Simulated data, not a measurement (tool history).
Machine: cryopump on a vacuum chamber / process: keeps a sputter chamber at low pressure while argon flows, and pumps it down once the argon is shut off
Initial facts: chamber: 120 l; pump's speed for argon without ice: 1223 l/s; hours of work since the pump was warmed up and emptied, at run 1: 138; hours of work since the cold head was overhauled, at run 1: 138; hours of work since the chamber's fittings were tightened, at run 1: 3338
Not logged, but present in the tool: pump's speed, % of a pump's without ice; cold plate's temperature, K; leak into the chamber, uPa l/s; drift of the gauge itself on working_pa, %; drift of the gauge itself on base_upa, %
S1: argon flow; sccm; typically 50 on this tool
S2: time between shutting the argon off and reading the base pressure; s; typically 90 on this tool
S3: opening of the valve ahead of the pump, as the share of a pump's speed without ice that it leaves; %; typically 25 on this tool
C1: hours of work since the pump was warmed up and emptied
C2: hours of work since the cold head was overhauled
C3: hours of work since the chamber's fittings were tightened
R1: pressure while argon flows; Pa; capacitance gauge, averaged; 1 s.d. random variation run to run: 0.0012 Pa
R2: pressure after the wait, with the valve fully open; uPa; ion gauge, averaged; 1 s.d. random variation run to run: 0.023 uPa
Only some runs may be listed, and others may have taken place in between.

run   hour  S1   S2  S3   C1   C2    C3      R1    R2
  1    0.0  50   90  25  138  138  3338  0.2858  2.21
  2   11.5  50   90  25  147  147  3347  0.2867  2.22
  3   20.4  50   90  25  154  154  3354  0.2864  2.29
  4   40.4  50   90  25  170  170  3370  0.2879  2.28
  5   56.4  50   90  25  183  183  3382  0.2889  2.38
  6   69.9  50   90  25  194  194  3393  0.2883  2.33
  7   80.6  50   90  25  202  202  3402  0.2916  2.36
  8   95.9  50  209  25  214  214  3414  0.2918  2.04
  9  115.6  50   90  43  230  230  3429  0.1770  2.48
 10  134.7  50   90  50  245  245  3445  0.1543  2.43
 11  149.7  50   90  25  257  257  3456  0.2952  2.48
 12  159.8  23   23  25  265  265  3464  0.1363  4.07
 13  173.8  40   24  15  276  276  3476  0.3853  4.21
 14  187.0  40   24  18  286  286  3486  0.3249  4.12
 15  204.0  60   45  50  300  300  3500  0.1922  3.22
 16  213.9  31  214  53  308  308  3507  0.0947  2.29
 17  231.1  51   90  18  321  321  3521  0.4171  2.57
 18  246.8  84   90  19  334  334  3534  0.6551  2.72
 19  257.5  44  132  48  342  342  3542  0.1498  2.44
 20  274.5  44  132  52  356  356  3555  0.1400  2.51
 21  289.5  50   90  22  368  368  3567  0.3424  2.73

Forecast each of these 5 alternatives for the next run:
  A  302.1  84   32  42  378  378  3577   ?   ?
  B  302.1  44   55  21  378  378  3577   ?   ?
  C  302.1  29   83  16  378  378  3577   ?   ?
  D  302.1  20   77  25  378  378  3577   ?   ?
  E  302.1  22  276  26  378  378  3577   ?   ?

run      R1    R2
  A  0.3260  3.80
  B  0.3146  3.11
  C  0.2678  2.83
  D  0.1231  2.84
  E  0.1304  2.35
Take away the tool's hidden state, keep each run's random variation, and the runs would have read:
run      R1    R2
  A  0.2767  1.84
  B  0.2889  1.17
  C  0.2508  0.86
  D  0.1114  0.92
  E  0.1175  0.42
